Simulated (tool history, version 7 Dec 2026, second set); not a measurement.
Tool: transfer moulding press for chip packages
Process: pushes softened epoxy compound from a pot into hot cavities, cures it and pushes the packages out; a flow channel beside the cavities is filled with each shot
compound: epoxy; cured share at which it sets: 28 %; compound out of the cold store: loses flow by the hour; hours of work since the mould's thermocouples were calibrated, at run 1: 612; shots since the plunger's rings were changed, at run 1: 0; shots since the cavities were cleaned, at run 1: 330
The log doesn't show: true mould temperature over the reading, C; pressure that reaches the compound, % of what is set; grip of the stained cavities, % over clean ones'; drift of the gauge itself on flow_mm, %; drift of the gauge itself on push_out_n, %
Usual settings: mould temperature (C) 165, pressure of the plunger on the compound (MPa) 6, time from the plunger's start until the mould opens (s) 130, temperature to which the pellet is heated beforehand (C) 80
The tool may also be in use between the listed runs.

| run | hour | mould temperature (C) | pressure of the plunger on the compound (MPa) | time from the plunger's start until the mould opens (s) | temperature to which the pellet is heated beforehand (C) | hours of work since the mould's thermocouples were calibrated | shots since the plunger's rings were changed | shots since the cavities were cleaned | incoming compound's hours out of the cold store | length that the compound runs in the flow channel (mm) | greatest force on the pins that push the packages out (N) |
|---|---|---|---|---|---|---|---|---|---|---|---|
| 1 | 0 | 165 | 6 | 130 | 80 | 612 | 0 | 330 | 26.2 | 862 | 407 |
| 2 | 22 | 165 | 6 | 130 | 80 | 623 | 156 | 486 | 27.2 | 858 | 390 |
| 3 | 45.5 | 165 | 6 | 144 | 80 | 634 | 324 | 654 | 43.1 | 791 | 331 |
|  | 54 | cavities cleaned with cleaning compound and waxed |
| 4 | 68.7 | 165 | 6 | 144 | 80 | 644 | 478 | 105 | 35.6 | 822 | 328 |
| 5 | 92.4 | 165 | 6 | 144 | 80 | 656 | 647 | 274 | 45.8 | 782 | 325 |
| 6 | 115.5 | 165 | 6 | 144 | 80 | 667 | 811 | 438 | 21.8 | 882 | 327 |
|  | 127.1 | mould's thermocouples calibrated |
| 7 | 147.9 | 165 | 6 | 130 | 80 | 10 | 1028 | 655 | 25.6 | 865 | 390 |
|  | 154.4 | cavities cleaned with cleaning compound and waxed |
| 8 | 174.5 | 165 | 6 | 130 | 80 | 22 | 1206 | 143 | 45.2 | 786 | 368 |
| 9 | 199.9 | 165 | 6 | 130 | 80 | 34 | 1387 | 324 | 18.3 | 898 | 391 |
| 10 | 226.5 | 165 | 6 | 130 | 76 | 47 | 1576 | 513 | 9.8 | 938 | 406 |
|  | 252 | cavities cleaned with cleaning compound and waxed |
| 11 | 260.3 | 165 | 6 | 130 | 76 | 63 | 1806 | 59 | 46.4 | 778 | 359 |
| 12 | 293.7 | 168 | 6 | 130 | 80 | 79 | 2044 | 297 | 44.6 | 781 | 345 |
| 13 | 315.3 | 168 | 6 | 130 | 80 | 89 | 2197 | 450 | 8.7 | 939 | 340 |
|  | 350.8 | cavities cleaned with cleaning compound and waxed |
| 14 | 353.2 | 168 | 6 | 130 | 80 | 107 | 2457 | 17 | 31.6 | 833 | 346 |
| 15 | 387.5 | 158 | 6.17 | 130 | 80 | 123 | 2701 | 261 | 16.9 | 930 | 613 |
| 16 | 415.8 | 162 | 7.19 | 118 | 74 | 137 | 2902 | 462 | 24.5 | 959 | 568 |
|  | 450.7 | cavities cleaned with cleaning compound and waxed |
| 17 | 452.6 | 162 | 7.19 | 118 | 74 | 154 | 3154 | 14 | 30 | 929 | 554 |
| 18 | 490.3 | 159 | 5.64 | 118 | 74 | 172 | 3422 | 282 | 8.2 | 926 | 738 |
| 19 | 528.6 | 163 | 4.98 | 132 | 74 | 190 | 3695 | 555 | 28.5 | 779 | 417 |
|  | 550.5 | cavities cleaned with cleaning compound and waxed |
| 20 | 552.4 | 163 | 4.98 | 132 | 74 | 201 | 3854 | 14 | 8.7 | 864 | 433 |
| 21 | 572.4 | 165 | 6 | 113 | 76 | 211 | 3995 | 155 | 40.1 | 804 | 485 |
| 22 | 592.3 | 165 | 6 | 113 | 76 | 220 | 4138 | 298 | 22.1 | 881 | 504 |
| 23 | 618.3 | 165 | 6 | 113 | 76 | 233 | 4322 | 482 | 23.1 | 877 | 508 |
|  | 648.5 | cavities cleaned with cleaning compound and waxed |
| 24 | 648.5 | 162 | 5.31 | 130 | 80 | 247 | 4527 | 0 | 21.1 | 836 | 464 |
|  | 676 | plunger's sealing rings changed |
| 25 | 680 | 166 | 6.82 | 158 | 72 | 260 | 28 | 206 | 28.6 | 908 | 291 |
| 26 | 697.7 | 165 | 6 | 161 | 80 | 269 | 154 | 332 | 17.4 | 901 | 310 |
| 27 | 728.4 | 173 | 4.82 | 116 | 81 | 284 | 373 | 551 | 25 | 765 | 333 |

Forecast each of these 5 alternatives for the next run:
|  | 749.8 | cavities cleaned with cleaning compound and waxed |
| A | 755.9 | 173 | 6.59 | 116 | 81 | 296 | 558 | 43 | 39.9 | ? | ? |
|  | 749.8 | cavities cleaned with cleaning compound and waxed |
| B | 755.9 | 162 | 6 | 136 | 74 | 296 | 558 | 43 | 40.9 | ? | ? |
|  | 749.8 | cavities cleaned with cleaning compound and waxed |
| C | 755.9 | 173 | 4.82 | 150 | 73 | 296 | 558 | 43 | 11.4 | ? | ? |
|  | 749.8 | cavities cleaned with cleaning compound and waxed |
| D | 755.9 | 165 | 6 | 122 | 89 | 296 | 558 | 43 | 40.3 | ? | ? |
|  | 749.8 | cavities cleaned with cleaning compound and waxed |
| E | 755.9 | 173 | 5.14 | 113 | 79 | 296 | 558 | 43 | 35.3 | ? | ? |

| run | length that the compound runs in the flow channel (mm) | greatest force on the pins that push the packages out (N) |
|---|---|---|
| A | 834 | 304 |
| B | 805 | 397 |
| C | 823 | 288 |
| D | 803 | 401 |
| E | 752 | 326 |
Without the tool's hidden state the same runs would have given:
| run | length that the compound runs in the flow channel (mm) | greatest force on the pins that push the packages out (N) |
|---|---|---|
| A | 834 | 304 |
| B | 806 | 396 |
| C | 823 | 288 |
| D | 803 | 400 |
| E | 752 | 326 |
